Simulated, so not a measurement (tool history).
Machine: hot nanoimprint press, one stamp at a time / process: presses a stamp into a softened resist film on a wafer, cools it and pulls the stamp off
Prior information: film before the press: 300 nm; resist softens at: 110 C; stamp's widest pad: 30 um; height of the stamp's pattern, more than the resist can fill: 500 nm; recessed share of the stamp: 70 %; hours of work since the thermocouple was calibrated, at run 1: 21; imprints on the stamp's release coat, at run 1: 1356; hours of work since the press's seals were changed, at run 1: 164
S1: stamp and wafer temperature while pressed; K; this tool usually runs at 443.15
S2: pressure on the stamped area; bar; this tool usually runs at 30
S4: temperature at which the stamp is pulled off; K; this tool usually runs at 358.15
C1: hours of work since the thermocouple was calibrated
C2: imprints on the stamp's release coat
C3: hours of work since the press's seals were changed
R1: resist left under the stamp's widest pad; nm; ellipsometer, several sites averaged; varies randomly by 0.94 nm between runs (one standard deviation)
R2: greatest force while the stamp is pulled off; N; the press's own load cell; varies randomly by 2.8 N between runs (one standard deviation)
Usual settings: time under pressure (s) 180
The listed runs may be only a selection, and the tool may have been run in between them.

run 1 hour=0 | S1=443.15 S2=30 time_under_pressure_(s)=180 S4=358.15 | C1=21 C2=1356 C3=164 | R1=134.8 R2=190
run 2 hour=9.6 | S1=443.15 S2=30 time_under_pressure_(s)=180 S4=358.15 | C1=27 C2=1391 C3=170 | R1=134.7 R2=192
run 3 hour=15.5 | S1=443.15 S2=24.5 time_under_pressure_(s)=180 S4=358.15 | C1=31 C2=1412 C3=174 | R1=148.8 R2=198
-- hour=27.2 stamp cleaned and given a new release coat
run 4 hour=28.4 | S1=443.15 S2=24.5 time_under_pressure_(s)=180 S4=358.15 | C1=35 C2=4 C3=178 | R1=147.9 R2=131
run 5 hour=39.2 | S1=443.15 S2=21.9 time_under_pressure_(s)=180 S4=358.15 | C1=42 C2=43 C3=185 | R1=154.9 R2=138
run 6 hour=46.2 | S1=443.15 S2=47.5 time_under_pressure_(s)=180 S4=358.15 | C1=46 C2=67 C3=189 | R1=111 R2=135
run 7 hour=58.9 | S1=443.15 S2=47.5 time_under_pressure_(s)=180 S4=358.15 | C1=54 C2=112 C3=197 | R1=110.5 R2=139
run 8 hour=65.7 | S1=443.15 S2=47.5 time_under_pressure_(s)=180 S4=358.15 | C1=59 C2=137 C3=201 | R1=109.9 R2=141
run 9 hour=71.6 | S1=443.15 S2=47.5 time_under_pressure_(s)=180 S4=358.15 | C1=62 C2=158 C3=205 | R1=110.7 R2=140
run 10 hour=76.9 | S1=443.15 S2=47.5 time_under_pressure_(s)=180 S4=358.15 | C1=66 C2=177 C3=208 | R1=111.9 R2=138
run 11 hour=85.8 | S1=449.15 S2=47.5 time_under_pressure_(s)=180 S4=358.15 | C1=71 C2=208 C3=214 | R1=79.7 R2=140
run 12 hour=98.4 | S1=453.15 S2=21.1 time_under_pressure_(s)=133 S4=358.15 | C1=79 C2=253 C3=222 | R1=108.5 R2=141
run 13 hour=105.6 | S1=443.15 S2=30 time_under_pressure_(s)=188 S4=366.15 | C1=84 C2=279 C3=226 | R1=135.1 R2=116
run 14 hour=118.8 | S1=446.15 S2=35.4 time_under_pressure_(s)=243 S4=360.15 | C1=92 C2=326 C3=235 | R1=95.8 R2=140
run 15 hour=128.6 | S1=449.15 S2=21.4 time_under_pressure_(s)=217 S4=344.15 | C1=98 C2=361 C3=241 | R1=110.3 R2=210
run 16 hour=134.7 | S1=449.15 S2=21.4 time_under_pressure_(s)=219 S4=366.15 | C1=102 C2=382 C3=245 | R1=109.2 R2=117
run 17 hour=142.4 | S1=443.15 S2=30 time_under_pressure_(s)=180 S4=359.15 | C1=107 C2=410 C3=250 | R1=138.4 R2=149
run 18 hour=153.4 | S1=443.15 S2=30 time_under_pressure_(s)=180 S4=359.15 | C1=114 C2=449 C3=256 | R1=138.4 R2=145
run 19 hour=166.4 | S1=453.15 S2=30 time_under_pressure_(s)=180 S4=364.15 | C1=122 C2=495 C3=265 | R1=83.2 R2=128
run 20 hour=174.5 | S1=446.15 S2=38.3 time_under_pressure_(s)=144 S4=365.15 | C1=127 C2=524 C3=270 | R1=114.9 R2=122
run 21 hour=186.2 | S1=446.15 S2=38.3 time_under_pressure_(s)=144 S4=365.15 | C1=134 C2=566 C3=277 | R1=116.2 R2=129

Some steps in R1, run to run, broken into two amounts with sign: the step expected even without the hidden condition (settings, incoming material, random variation), and the rest, left for the hidden condition together with whatever gauge scatter is not in both the measured and the hidden-condition-free result:
Unlogged tool condition in this case: true temperature over the reading, C; pressure that arrives at the usual setting, %; grip of the stamp's worn release coat, % over a new coat's; drift of the gauge itself on residual_nm, %; drift of the gauge itself on pull_off_n, %.
Run 5 -> 6: S2 21.9 -> 47.5. R1 -43.9 nm: hidden state +0.1, all else -44.
Run 18 -> 19: S1 443.15 -> 453.15, S4 359.15 -> 364.15. R1 -55.2 nm: hidden state -1.9, all else -53.3.
Run 19 -> 20: S1 453.15 -> 446.15, S2 30 -> 38.3, time under pressure (s) 180 -> 144, S4 364.15 -> 365.15. R1 +31.7 nm: hidden state +1.7, all else +30.
